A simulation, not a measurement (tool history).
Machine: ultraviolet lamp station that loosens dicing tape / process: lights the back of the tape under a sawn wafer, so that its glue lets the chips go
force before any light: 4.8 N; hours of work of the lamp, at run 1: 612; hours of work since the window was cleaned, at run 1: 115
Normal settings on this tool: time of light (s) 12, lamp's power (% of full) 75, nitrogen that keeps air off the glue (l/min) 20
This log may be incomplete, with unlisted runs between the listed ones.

| run | hour | time of light (s) | lamp's power (% of full) | nitrogen that keeps air off the glue (l/min) | hours of work of the lamp | hours of work since the window was cleaned | force that peels the tape off (N) | light that reached the tape (J/m2) |
|---|---|---|---|---|---|---|---|---|
| 1 | 0 | 12 | 75 | 20 | 612 | 115 | 0.455 | 2350 |
| 2 | 33.2 | 12 | 75 | 20 | 634 | 137 | 0.452 | 2360 |
| 3 | 80.3 | 12 | 75 | 20 | 666 | 169 | 0.478 | 2340 |
| 4 | 111.9 | 12 | 75 | 20 | 688 | 191 | 0.483 | 2370 |
| 5 | 162.6 | 12 | 75 | 20 | 722 | 226 | 0.474 | 2350 |
|  | 196.9 | lamp changed |
| 6 | 205.6 | 12 | 75 | 20 | 6 | 254 | 0.484 | 2410 |
|  | 248.8 | window cleaned of glue's vapour |
| 7 | 262.1 | 12 | 75 | 11 | 44 | 9 | 0.782 | 2360 |
| 8 | 310.4 | 21 | 75 | 20 | 77 | 42 | 0.141 | 4160 |
| 9 | 356.1 | 21 | 67 | 20 | 108 | 73 | 0.18 | 3740 |
| 10 | 412.2 | 21 | 98 | 20 | 147 | 111 | 0.113 | 5420 |
| 11 | 440.9 | 21 | 98 | 20 | 166 | 131 | 0.112 | 5450 |
| 12 | 479.9 | 21 | 91 | 23 | 193 | 158 | 0.117 | 5060 |
| 13 | 505.6 | 8 | 91 | 14 | 210 | 175 | 0.922 | 1890 |
| 14 | 557.2 | 13 | 91 | 14 | 246 | 210 | 0.366 | 3110 |

For run 15, what comes out?
| 15 | 610.1 | 23 | 90 | 29 | 282 | 246 | ? | ? |

Run 15 gave force that peels the tape off (N) 0.096, light that reached the tape (J/m2) 5450.
If the tool had no hidden condition, the same run with the same run-to-run variation would have returned force that peels the tape off (N) 0.096, light that reached the tape (J/m2) 5460.

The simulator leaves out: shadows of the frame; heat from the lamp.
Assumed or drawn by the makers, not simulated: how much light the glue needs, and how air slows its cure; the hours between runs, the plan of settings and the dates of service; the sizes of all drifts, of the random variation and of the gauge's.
